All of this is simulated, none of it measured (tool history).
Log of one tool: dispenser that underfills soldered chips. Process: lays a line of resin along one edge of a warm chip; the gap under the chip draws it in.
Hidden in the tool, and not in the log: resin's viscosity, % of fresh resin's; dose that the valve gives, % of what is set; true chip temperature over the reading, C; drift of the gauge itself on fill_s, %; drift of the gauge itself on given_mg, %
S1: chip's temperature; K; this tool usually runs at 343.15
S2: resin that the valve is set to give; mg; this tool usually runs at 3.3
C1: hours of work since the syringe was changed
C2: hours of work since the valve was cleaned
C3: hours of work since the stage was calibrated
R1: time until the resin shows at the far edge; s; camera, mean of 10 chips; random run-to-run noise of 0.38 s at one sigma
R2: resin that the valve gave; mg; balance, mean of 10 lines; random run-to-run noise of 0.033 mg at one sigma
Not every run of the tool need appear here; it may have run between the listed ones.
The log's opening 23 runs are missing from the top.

-- day=5.788 new syringe of resin
run 24 day=5.8 | S1=349.15 S2=2.98 | C1=0 C2=14 C3=295 | R1=18.5 R2=2.99
run 25 day=5.983 | S1=333.15 S2=2.85 | C1=3 C2=17 C3=298 | R1=52 R2=2.81
run 26 day=6.133 | S1=333.15 S2=2.85 | C1=6 C2=20 C3=300 | R1=56.5 R2=2.84
-- day=6.171 new syringe of resin
run 27 day=6.329 | S1=333.15 S2=4.18 | C1=3 C2=23 C3=303 | R1=47.6 R2=4.08
-- day=6.529 new syringe of resin
run 28 day=6.529 | S1=333.15 S2=4.18 | C1=0 C2=26 C3=307 | R1=43.3 R2=4.12
run 29 day=6.754 | S1=343.15 S2=2.96 | C1=4 C2=30 C3=310 | R1=29.8 R2=2.84
-- day=6.908 new syringe of resin
run 30 day=6.992 | S1=330.15 S2=3.56 | C1=1 C2=34 C3=314 | R1=54.2 R2=3.5
-- day=7.271 new syringe of resin
run 31 day=7.279 | S1=330.15 S2=3.56 | C1=0 C2=39 C3=319 | R1=51.7 R2=3.5
run 32 day=7.45 | S1=329.15 S2=3.45 | C1=3 C2=41 C3=322 | R1=62.3 R2=3.31
-- day=7.65 new syringe of resin
run 33 day=7.7 | S1=340.15 S2=3.01 | C1=1 C2=45 C3=326 | R1=30.4 R2=2.94
run 34 day=7.921 | S1=358.15 S2=3.72 | C1=5 C2=49 C3=330 | R1=13.6 R2=3.6
-- day=8.008 new syringe of resin
run 35 day=8.146 | S1=350.15 S2=3.38 | C1=2 C2=53 C3=333 | R1=19.4 R2=3.24

Consider 4 possible next runs. They are alternatives, not a sequence: every one starts from the tool as it was left by run 35. What does each give?
-- day=8.392 new syringe of resin
run A day=8.438 | S1=343.15 S2=4.29 | C1=1 C2=58 C3=338 | R1=? R2=?
-- day=8.392 new syringe of resin
run B day=8.438 | S1=351.15 S2=3.09 | C1=1 C2=58 C3=338 | R1=? R2=?
-- day=8.392 new syringe of resin
run C day=8.438 | S1=337.15 S2=3.47 | C1=1 C2=58 C3=338 | R1=? R2=?
-- day=8.392 new syringe of resin
run D day=8.438 | S1=343.15 S2=3.9 | C1=1 C2=58 C3=338 | R1=? R2=?

run=A R1=25.6 R2=4.15
run=B R1=17.2 R2=3
run=C R1=35.9 R2=3.41
run=D R1=25.2 R2=3.74
With no hidden state in the tool, these same runs would have given:
run=A R1=23 R2=4.29
run=B R1=15.5 R2=3.11
run=C R1=32.1 R2=3.53
run=D R1=22.6 R2=3.87
